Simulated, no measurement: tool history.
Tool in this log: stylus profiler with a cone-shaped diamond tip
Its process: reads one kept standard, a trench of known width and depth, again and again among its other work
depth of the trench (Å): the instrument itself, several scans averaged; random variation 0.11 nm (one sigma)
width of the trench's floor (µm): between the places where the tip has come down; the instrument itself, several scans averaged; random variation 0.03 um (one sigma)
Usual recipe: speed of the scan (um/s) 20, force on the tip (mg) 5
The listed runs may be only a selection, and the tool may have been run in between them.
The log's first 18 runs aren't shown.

| run | hour | speed of the scan (um/s) | force on the tip (mg) | scans with this tip | hours of work since the height scale was calibrated | depth of the trench (Å) | width of the trench's floor (µm) |
|---|---|---|---|---|---|---|---|
| 19 | 347.4 | 5 | 5 | 2736 | 87 | 2036.9 | 97.01 |
|  | 355.9 | height scale calibrated on a step standard, once more |
| 20 | 363 | 5 | 5 | 2837 | 5 | 2039 | 97.02 |
| 21 | 375 | 5 | 5 | 2917 | 13 | 2040.4 | 97.01 |
| 22 | 391.1 | 5 | 5 | 3025 | 25 | 2041.3 | 97.02 |
| 23 | 405.8 | 20 | 5 | 3123 | 35 | 2039.8 | 96.95 |
| 24 | 424 | 14 | 14.17 | 3244 | 48 | 2083.5 | 97 |
| 25 | 437.6 | 32 | 8.66 | 3336 | 57 | 2058.9 | 96.92 |
| 26 | 461.4 | 71 | 2.27 | 3495 | 74 | 2024.4 | 96.61 |

Run 27, settings as shown, results not yet in. Your forecast:
| 27 | 487.8 | 20 | 1.69 | 3671 | 93 | ? | ? |

depth of the trench (Å): 2017.4
width of the trench's floor (µm): 96.87
The same run, on a tool lacking any hidden state, would have yielded depth of the trench (Å) 2018.7, width of the trench's floor (µm) 97.06.

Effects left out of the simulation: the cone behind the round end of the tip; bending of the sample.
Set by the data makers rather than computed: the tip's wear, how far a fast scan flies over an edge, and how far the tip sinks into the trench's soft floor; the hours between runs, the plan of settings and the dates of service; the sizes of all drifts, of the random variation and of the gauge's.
